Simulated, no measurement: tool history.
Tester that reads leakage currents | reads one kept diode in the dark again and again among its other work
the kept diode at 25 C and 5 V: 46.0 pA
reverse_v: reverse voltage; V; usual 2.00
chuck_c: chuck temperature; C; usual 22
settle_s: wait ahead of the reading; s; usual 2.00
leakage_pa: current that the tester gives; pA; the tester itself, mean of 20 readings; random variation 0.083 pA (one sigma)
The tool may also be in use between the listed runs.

{"run": 1, "day": 0.0, "reverse_v": 2.0, "chuck_c": 22, "settle_s": 2.0, "leakage_pa": 22.0}
{"run": 2, "day": 8.192, "reverse_v": 2.0, "chuck_c": 22, "settle_s": 2.0, "leakage_pa": 22.13}
{"run": 3, "day": 18.062, "reverse_v": 2.0, "chuck_c": 24, "settle_s": 2.0, "leakage_pa": 26.26}
{"run": 4, "day": 23.467, "reverse_v": 2.0, "chuck_c": 22, "settle_s": 2.13, "leakage_pa": 21.93}
{"run": 5, "day": 33.6, "reverse_v": 2.0, "chuck_c": 22, "settle_s": 4.97, "leakage_pa": 21.9}
{"day": 41.471, "done": "chuck's temperature calibrated"}
{"run": 6, "day": 41.754, "reverse_v": 2.0, "chuck_c": 22, "settle_s": 4.97, "leakage_pa": 21.7}
{"day": 47.808, "done": "probe card cleaned and baked"}
{"run": 7, "day": 51.95, "reverse_v": 2.0, "chuck_c": 22, "settle_s": 4.97, "leakage_pa": 21.79}
{"run": 8, "day": 60.742, "reverse_v": 2.0, "chuck_c": 22, "settle_s": 4.97, "leakage_pa": 21.77}
{"run": 9, "day": 70.117, "reverse_v": 2.0, "chuck_c": 22, "settle_s": 4.97, "leakage_pa": 21.75}
{"run": 10, "day": 79.171, "reverse_v": 4.27, "chuck_c": 35, "settle_s": 0.89, "leakage_pa": 99.87}
{"run": 11, "day": 89.6, "reverse_v": 4.27, "chuck_c": 35, "settle_s": 0.89, "leakage_pa": 100.13}
{"run": 12, "day": 100.029, "reverse_v": 2.23, "chuck_c": 45, "settle_s": 0.6, "leakage_pa": 155.28}
{"run": 13, "day": 104.208, "reverse_v": 10.22, "chuck_c": 32, "settle_s": 0.71, "leakage_pa": 128.44}
{"run": 14, "day": 111.142, "reverse_v": 15.84, "chuck_c": 32, "settle_s": 4.54, "leakage_pa": 156.86}

5 ways to go on from here, each from the tool as it stands after run 14. What would each give?
{"run": "A", "day": 115.425, "reverse_v": 17.24, "chuck_c": 39, "settle_s": 1.03, "leakage_pa": "?"}
{"run": "B", "day": 115.425, "reverse_v": 2.0, "chuck_c": 31, "settle_s": 2.0, "leakage_pa": "?"}
{"run": "C", "day": 115.425, "reverse_v": 1.47, "chuck_c": 38, "settle_s": 2.0, "leakage_pa": "?"}
{"run": "D", "day": 115.425, "reverse_v": 12.27, "chuck_c": 31, "settle_s": 2.64, "leakage_pa": "?"}
{"run": "E", "day": 115.425, "reverse_v": 15.84, "chuck_c": 25, "settle_s": 9.27, "leakage_pa": "?"}

run=A leakage_pa=293.30
run=B leakage_pa=47.34
run=C leakage_pa=71.28
run=D leakage_pa=126.39
run=E leakage_pa=85.79
Without the tool's hidden state the same runs would have given:
run=A leakage_pa=293.23
run=B leakage_pa=47.34
run=C leakage_pa=71.28
run=D leakage_pa=126.33
run=E leakage_pa=85.70

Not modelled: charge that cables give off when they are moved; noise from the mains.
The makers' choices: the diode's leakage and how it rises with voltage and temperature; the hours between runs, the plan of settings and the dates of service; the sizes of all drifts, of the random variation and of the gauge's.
